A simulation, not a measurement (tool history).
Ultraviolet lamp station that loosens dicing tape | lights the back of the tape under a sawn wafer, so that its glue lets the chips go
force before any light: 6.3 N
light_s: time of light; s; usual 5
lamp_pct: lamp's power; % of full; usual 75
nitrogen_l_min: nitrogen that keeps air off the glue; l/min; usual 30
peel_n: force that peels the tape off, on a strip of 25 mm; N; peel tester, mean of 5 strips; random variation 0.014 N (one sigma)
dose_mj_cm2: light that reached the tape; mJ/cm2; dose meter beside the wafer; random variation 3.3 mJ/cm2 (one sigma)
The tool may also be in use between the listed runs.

run   hour  light_s  lamp_pct  nitrogen_l_min  peel_n  dose_mj_cm2
  1    0.0        5        75              30   1.319          355
  2   30.9        5        75              30   1.309          353
  3   64.2        5        75              30   1.238          344
  4   84.8        5        75              20   1.681          341
  5  107.2        5        75              23   1.542          337
  6  143.0        5        80              30   1.255          354
  7  177.3        5        80              30   1.287          353
     204.8  -- window cleaned of glue's vapour
  8  213.7        5        80              30   1.092          385
  9  244.4        5        75              11   2.174          353
 10  274.2        5        75              11   2.174          352
 11  304.2        5        61              20   2.060          279

Measured less the same run without the tool's hidden state. The same run-to-run variation is in both; the gauge's scatter may not be:
The hidden state here: lamp's light, % of a new lamp's; light that the window lets through, % of a clean one's; drift of the gauge itself on peel_n, %; drift of the gauge itself on dose_mj_cm2, %.
run  peel_n  dose_mj_cm2
  1  +0.643         -178
  2  +0.649         -182
  3  +0.623         -187
  4  +0.806         -189
  5  +0.772         -192
  6  +0.672         -212
  7  +0.709         -219
  8  +0.527         -184
  9  +0.864         -177
 10  +0.883         -182
 11  +0.877         -152

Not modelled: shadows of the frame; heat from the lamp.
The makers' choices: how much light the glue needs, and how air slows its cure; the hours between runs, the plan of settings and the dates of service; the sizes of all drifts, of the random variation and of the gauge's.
